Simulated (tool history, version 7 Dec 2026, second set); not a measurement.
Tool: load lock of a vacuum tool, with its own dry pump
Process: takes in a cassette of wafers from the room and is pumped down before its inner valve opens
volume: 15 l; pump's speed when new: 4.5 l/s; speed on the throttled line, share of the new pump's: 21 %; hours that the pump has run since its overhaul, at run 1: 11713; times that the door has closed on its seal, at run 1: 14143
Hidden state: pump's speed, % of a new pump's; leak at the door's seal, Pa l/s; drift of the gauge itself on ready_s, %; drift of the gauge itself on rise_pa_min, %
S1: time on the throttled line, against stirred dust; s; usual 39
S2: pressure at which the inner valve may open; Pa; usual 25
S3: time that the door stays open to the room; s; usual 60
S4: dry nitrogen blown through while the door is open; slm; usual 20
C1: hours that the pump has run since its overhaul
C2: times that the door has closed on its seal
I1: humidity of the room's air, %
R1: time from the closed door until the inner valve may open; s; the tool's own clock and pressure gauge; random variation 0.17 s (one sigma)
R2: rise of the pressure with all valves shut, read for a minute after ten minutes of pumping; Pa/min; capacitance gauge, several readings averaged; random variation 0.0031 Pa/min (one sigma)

run 1 hour=0.0 | S1=39 S2=25 S3=60 S4=20 | C1=11713 C2=14143 | I1=49.2 | R1=59.9 R2=0.108
run 2 hour=355.3 | S1=39 S2=39 S3=60 S4=20 | C1=12068 C2=15627 | I1=48.8 | R1=58.5 R2=0.107
run 3 hour=540.6 | S1=39 S2=25 S3=60 S4=20 | C1=12254 C2=16400 | I1=47.9 | R1=60.5 R2=0.109
run 4 hour=937.9 | S1=39 S2=25 S3=60 S4=20 | C1=12651 C2=18060 | I1=40.6 | R1=60.2 R2=0.108
run 5 hour=1185.2 | S1=39 S2=25 S3=60 S4=20 | C1=12898 C2=19093 | I1=43.0 | R1=60.2 R2=0.121
run 6 hour=1635.5 | S1=39 S2=25 S3=60 S4=20 | C1=13349 C2=20974 | I1=46.7 | R1=60.4 R2=0.128
run 7 hour=2054.1 | S1=39 S2=25 S3=60 S4=20 | C1=13767 C2=22722 | I1=46.3 | R1=60.4 R2=0.135
run 8 hour=2376.7 | S1=39 S2=25 S3=60 S4=20 | C1=14090 C2=24070 | I1=44.9 | R1=60.3 R2=0.136
run 9 hour=2742.7 | S1=39 S2=25 S3=60 S4=20 | C1=14456 C2=25599 | I1=40.0 | R1=60.4 R2=0.136
run 10 hour=3097.4 | S1=39 S2=25 S3=120 S4=20 | C1=14810 C2=27080 | I1=43.6 | R1=60.6 R2=0.170
run 11 hour=3359.0 | S1=39 S2=25 S3=120 S4=20 | C1=15072 C2=28173 | I1=43.7 | R1=60.8 R2=0.174
run 12 hour=3676.6 | S1=39 S2=25 S3=120 S4=20 | C1=15390 C2=29499 | I1=46.1 | R1=60.9 R2=0.184
run 13 hour=3901.8 | S1=39 S2=25 S3=60 S4=20 | C1=15615 C2=30440 | I1=42.1 | R1=60.8 R2=0.158
run 14 hour=4243.9 | S1=39 S2=25 S3=60 S4=20 | C1=15957 C2=31869 | I1=46.0 | R1=60.7 R2=0.174
run 15 hour=4564.3 | S1=39 S2=25 S3=60 S4=20 | C1=16277 C2=33207 | I1=44.0 | R1=61.0 R2=0.177
run 16 hour=4879.1 | S1=39 S2=25 S3=60 S4=17 | C1=16592 C2=34522 | I1=44.2 | R1=61.0 R2=0.191
run 17 hour=5110.5 | S1=39 S2=25 S3=60 S4=17 | C1=16824 C2=35489 | I1=45.6 | R1=61.0 R2=0.186
run 18 hour=5384.9 | S1=39 S2=25 S3=60 S4=17 | C1=17098 C2=36635 | I1=48.3 | R1=60.8 R2=0.205
run 19 hour=5581.6 | S1=39 S2=25 S3=60 S4=17 | C1=17295 C2=37456 | I1=48.8 | R1=61.3 R2=0.208
run 20 hour=5782.4 | S1=52 S2=48 S3=60 S4=17 | C1=17495 C2=38295 | I1=44.2 | R1=68.4 R2=0.209
run 21 hour=6045.8 | S1=38 S2=28 S3=184 S4=43 | C1=17759 C2=39395 | I1=44.2 | R1=60.0 R2=0.220
run 22 hour=6242.4 | S1=38 S2=27 S3=203 S4=10 | C1=17955 C2=40216 | I1=51.1 | R1=60.2 R2=0.317
run 23 hour=6471.9 | S1=38 S2=27 S3=203 S4=10 | C1=18185 C2=41175 | I1=47.8 | R1=60.3 R2=0.310
run 24 hour=6867.5 | S1=38 S2=27 S3=203 S4=10 | C1=18581 C2=42827 | I1=45.1 | R1=60.4 R2=0.310
run 25 hour=7219.8 | S1=38 S2=27 S3=203 S4=10 | C1=18933 C2=44299 | I1=45.0 | R1=60.2 R2=0.317
run 26 hour=7527.3 | S1=25 S2=27 S3=167 S4=28 | C1=19240 C2=45583 | I1=43.7 | R1=50.4 R2=0.270
run 27 hour=7761.0 | S1=39 S2=25 S3=60 S4=40 | C1=19474 C2=46559 | I1=46.1 | R1=61.5 R2=0.242
run 28 hour=8177.4 | S1=36 S2=36 S3=73 S4=29 | C1=19890 C2=48298 | I1=46.6 | R1=58.0 R2=0.254
run 29 hour=8432.1 | S1=27 S2=48 S3=87 S4=29 | C1=20145 C2=49363 | I1=45.1 | R1=50.1 R2=0.270
run 30 hour=8740.3 | S1=39 S2=40 S3=115 S4=20 | C1=20453 C2=50650 | I1=42.2 | R1=59.6 R2=0.295
run 31 hour=9058.4 | S1=39 S2=25 S3=60 S4=35 | C1=20771 C2=51979 | I1=46.3 | R1=61.6 R2=0.277
run 32 hour=9430.2 | S1=70 S2=47 S3=71 S4=8 | C1=21143 C2=53531 | I1=46.5 | R1=83.2 R2=0.336
run 33 hour=9780.6 | S1=70 S2=34 S3=48 S4=8 | C1=21494 C2=54995 | I1=43.9 | R1=84.0 R2=0.319
run 34 hour=10011.8 | S1=70 S2=26 S3=48 S4=7 | C1=21725 C2=55961 | I1=42.8 | R1=85.2 R2=0.321
run 35 hour=10350.2 | S1=30 S2=25 S3=39 S4=10 | C1=22063 C2=57374 | I1=44.6 | R1=55.2 R2=0.328
run 36 hour=10663.0 | S1=23 S2=25 S3=60 S4=10 | C1=22376 C2=58681 | I1=46.8 | R1=50.1 R2=0.360
run 37 hour=10918.0 | S1=56 S2=34 S3=60 S4=6 | C1=22631 C2=59746 | I1=42.4 | R1=73.6 R2=0.359

Measured less the same run without the tool's hidden state. The same run-to-run variation is in both; the gauge's scatter may not be:
run=1 R1=+1.5 R2=+0.042
run=2 R1=+1.6 R2=+0.048
run=3 R1=+1.7 R2=+0.050
run=4 R1=+1.7 R2=+0.057
run=5 R1=+1.8 R2=+0.060
run=6 R1=+1.8 R2=+0.067
run=7 R1=+1.9 R2=+0.074
run=8 R1=+2.0 R2=+0.078
run=9 R1=+2.0 R2=+0.086
run=10 R1=+2.1 R2=+0.092
run=11 R1=+2.1 R2=+0.096
run=12 R1=+2.1 R2=+0.102
run=13 R1=+2.2 R2=+0.106
run=14 R1=+2.2 R2=+0.114
run=15 R1=+2.3 R2=+0.120
run=16 R1=+2.3 R2=+0.127
run=17 R1=+2.4 R2=+0.130
run=18 R1=+2.4 R2=+0.139
run=19 R1=+2.4 R2=+0.142
run=20 R1=+1.8 R2=+0.146
run=21 R1=+2.5 R2=+0.153
run=22 R1=+2.6 R2=+0.160
run=23 R1=+2.6 R2=+0.162
run=24 R1=+2.7 R2=+0.171
run=25 R1=+2.8 R2=+0.179
run=26 R1=+3.2 R2=+0.192
run=27 R1=+2.8 R2=+0.196
run=28 R1=+2.8 R2=+0.206
run=29 R1=+3.0 R2=+0.213
run=30 R1=+2.8 R2=+0.223
run=31 R1=+3.1 R2=+0.229
run=32 R1=+1.7 R2=+0.246
run=33 R1=+1.9 R2=+0.252
run=34 R1=+2.2 R2=+0.258
run=35 R1=+3.6 R2=+0.270
run=36 R1=+4.0 R2=+0.275
run=37 R1=+2.6 R2=+0.284
